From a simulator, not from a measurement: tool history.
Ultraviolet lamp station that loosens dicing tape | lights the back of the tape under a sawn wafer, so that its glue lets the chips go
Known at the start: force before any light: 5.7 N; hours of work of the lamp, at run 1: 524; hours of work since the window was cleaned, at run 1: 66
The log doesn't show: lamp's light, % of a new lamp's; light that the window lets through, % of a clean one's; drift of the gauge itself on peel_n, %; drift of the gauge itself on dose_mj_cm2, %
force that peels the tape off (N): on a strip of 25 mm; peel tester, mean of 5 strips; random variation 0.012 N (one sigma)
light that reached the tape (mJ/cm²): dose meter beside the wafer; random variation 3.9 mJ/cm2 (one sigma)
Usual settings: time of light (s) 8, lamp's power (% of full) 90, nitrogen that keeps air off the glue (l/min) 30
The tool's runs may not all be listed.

run   hour  time of light (s)  lamp's power (% of full)  nitrogen that keeps air off the glue (l/min)  hours of work of the lamp  hours of work since the window was cleaned  force that peels the tape off (N)  light that reached the tape (mJ/cm²)
  1    0.0                  8                        90                                            30                        524                                          66                              0.900                                   497
  2   78.2                  8                        82                                            30                        556                                          98                              1.100                                   439
  3  123.1                  8                        82                                            30                        575                                         117                              1.168                                   426
  4  169.8                  8                        82                                            30                        594                                         136                              1.164                                   423
  5  207.5                  8                        90                                            30                        609                                         151                              1.007                                   452
  6  241.3                  8                        90                                            30                        623                                         165                              1.058                                   449
  7  284.5                  8                        90                                            30                        641                                         183                              1.085                                   441
  8  351.9                  6                        90                                            30                        668                                         210                              1.701                                   317
  9  426.2                 15                        90                                            28                        699                                         241                              0.476                                   766
 10  493.3                  8                        90                                            30                        726                                         268                              1.278                                   393

Run 11 comes next. What will it give?
     500.1  -- window cleaned of glue's vapour
 11  562.2                  5                        90                                            59                        754                                          25                                  ?                                     ?

force that peels the tape off (N): 1.834
light that reached the tape (mJ/cm²): 227
Without the tool's hidden state the same run would have given force that peels the tape off (N) 0.796, light that reached the tape (mJ/cm²) 421.
